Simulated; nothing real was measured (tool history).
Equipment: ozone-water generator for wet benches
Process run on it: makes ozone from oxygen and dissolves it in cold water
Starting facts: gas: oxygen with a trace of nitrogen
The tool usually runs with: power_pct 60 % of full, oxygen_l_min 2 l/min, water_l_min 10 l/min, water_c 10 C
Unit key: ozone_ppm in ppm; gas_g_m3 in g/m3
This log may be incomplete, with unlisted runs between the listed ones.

run	hour	power_pct	oxygen_l_min	water_l_min	water_c	ozone_ppm	gas_g_m3
1	0	60	2	10	10	19.6	179.1
2	42.3	60	2	10	10	20	176.7
3	93.5	60	2	10	10	19.6	176.3
4	118.1	60	2	10	10	19.8	178
5	153.9	60	2	10	10	19.9	177.3
6	186.4	60	2	10	10	19.9	178.8
7	231.9	60	2	10	10	19.9	178.2
8	262.6	60	2	7	10	26.8	178.2
9	299	60	1.58	10	10	18.9	198.9
10	339.7	60	1.58	10	10	18.9	199.4
11	382.5	60	1.58	10	10	19	199.2
12	417.7	60	1.76	11	10	17.7	189.4
13	453.3	60	2	10	13	19.2	177.8
14	481.7	60	2	10	13	19.1	177.8
15	526.5	60	2	10	13	19.4	176.6
16	560	46	2	15	13	11	155
17	601.6	59	1.01	9	10	18.8	249.6
18	627.7	46	2	7	10	23.6	155.4
19	659.2	46	1.31	11	9	14.5	192.3
20	705.9	66	2	10	10	20.7	184.4
21	736.1	45	2.75	11	6	17.2	128.9

A few steps of ozone_ppm between consecutive runs. Split each: what settings, incoming material and random variation would produce without the hidden state, and what is left over for the hidden state, along with gauge scatter present in only one of the two compared results (measured, and without hidden state):
The hidden state here: yield of the discharge, % of new electrodes'; contactor's efficiency, % of a clean one's; true water temperature over the reading, C; drift of the gauge itself on ozone_ppm, %; drift of the gauge itself on gas_g_m3, %.
Run 15 -> 16: power_pct 60 -> 46, water_l_min 10 -> 15. ozone_ppm -8.4 ppm: hidden state +0.4, all else -8.8.
Run 18 -> 19: oxygen_l_min 2 -> 1.31, water_l_min 7 -> 11, water_c 10 -> 9. ozone_ppm -9.1 ppm: hidden state +0.2, all else -9.3.
Run 19 -> 20: power_pct 46 -> 66, oxygen_l_min 1.31 -> 2, water_l_min 11 -> 10, water_c 9 -> 10. ozone_ppm +6.2 ppm: hidden state -0.4, all else +6.6.
